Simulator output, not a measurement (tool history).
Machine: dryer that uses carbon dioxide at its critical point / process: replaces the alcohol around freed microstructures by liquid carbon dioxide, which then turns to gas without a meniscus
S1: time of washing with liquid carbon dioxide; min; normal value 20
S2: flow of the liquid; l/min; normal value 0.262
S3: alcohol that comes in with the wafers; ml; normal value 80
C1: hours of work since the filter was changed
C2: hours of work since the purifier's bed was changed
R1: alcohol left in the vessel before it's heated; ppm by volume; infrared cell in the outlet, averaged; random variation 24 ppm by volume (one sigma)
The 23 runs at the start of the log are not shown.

{"run": 24, "day": 15.046, "S1": 19, "S2": 0.353, "S3": 67, "C1": 140, "C2": 341, "R1": 632}
{"run": 25, "day": 15.925, "S1": 20, "S2": 0.296, "S3": 80, "C1": 154, "C2": 355, "R1": 1189}
{"run": 26, "day": 16.454, "S1": 27, "S2": 0.346, "S3": 31, "C1": 163, "C2": 363, "R1": 172}
{"run": 27, "day": 17.079, "S1": 31, "S2": 0.212, "S3": 85, "C1": 173, "C2": 373, "R1": 790}
{"run": 28, "day": 17.579, "S1": 20, "S2": 0.262, "S3": 65, "C1": 181, "C2": 381, "R1": 1534}
{"run": 29, "day": 18.288, "S1": 12, "S2": 0.219, "S3": 65, "C1": 192, "C2": 393, "R1": 9593}
{"run": 30, "day": 19.104, "S1": 20, "S2": 0.221, "S3": 80, "C1": 205, "C2": 406, "R1": 3366}
{"run": 31, "day": 19.596, "S1": 20, "S2": 0.221, "S3": 80, "C1": 213, "C2": 414, "R1": 3341}
{"run": 32, "day": 20.033, "S1": 23, "S2": 0.287, "S3": 80, "C1": 220, "C2": 421, "R1": 820}
{"run": 33, "day": 20.567, "S1": 12, "S2": 0.262, "S3": 116, "C1": 229, "C2": 429, "R1": 12098}
{"run": 34, "day": 20.946, "S1": 12, "S2": 0.262, "S3": 116, "C1": 235, "C2": 435, "R1": 11900}
{"run": 35, "day": 21.758, "S1": 12, "S2": 0.262, "S3": 116, "C1": 248, "C2": 448, "R1": 12168}

Consider 4 possible next runs. They are alternatives, not a sequence: every one starts from the tool as it was left by run 35. What does each give?
{"run": "A", "day": 22.208, "S1": 32, "S2": 0.185, "S3": 116, "C1": 255, "C2": 455, "R1": "?"}
{"run": "B", "day": 22.208, "S1": 22, "S2": 0.262, "S3": 46, "C1": 255, "C2": 455, "R1": "?"}
{"run": "C", "day": 22.208, "S1": 12, "S2": 0.409, "S3": 56, "C1": 255, "C2": 455, "R1": "?"}
{"run": "D", "day": 22.208, "S1": 14, "S2": 0.335, "S3": 26, "C1": 255, "C2": 455, "R1": "?"}

run=A R1=1704
run=B R1=907
run=C R1=1846
run=D R1=1051
What these runs would have given with no unlogged condition in the tool:
run=A R1=1285
run=B R1=627
run=C R1=1454
run=D R1=774

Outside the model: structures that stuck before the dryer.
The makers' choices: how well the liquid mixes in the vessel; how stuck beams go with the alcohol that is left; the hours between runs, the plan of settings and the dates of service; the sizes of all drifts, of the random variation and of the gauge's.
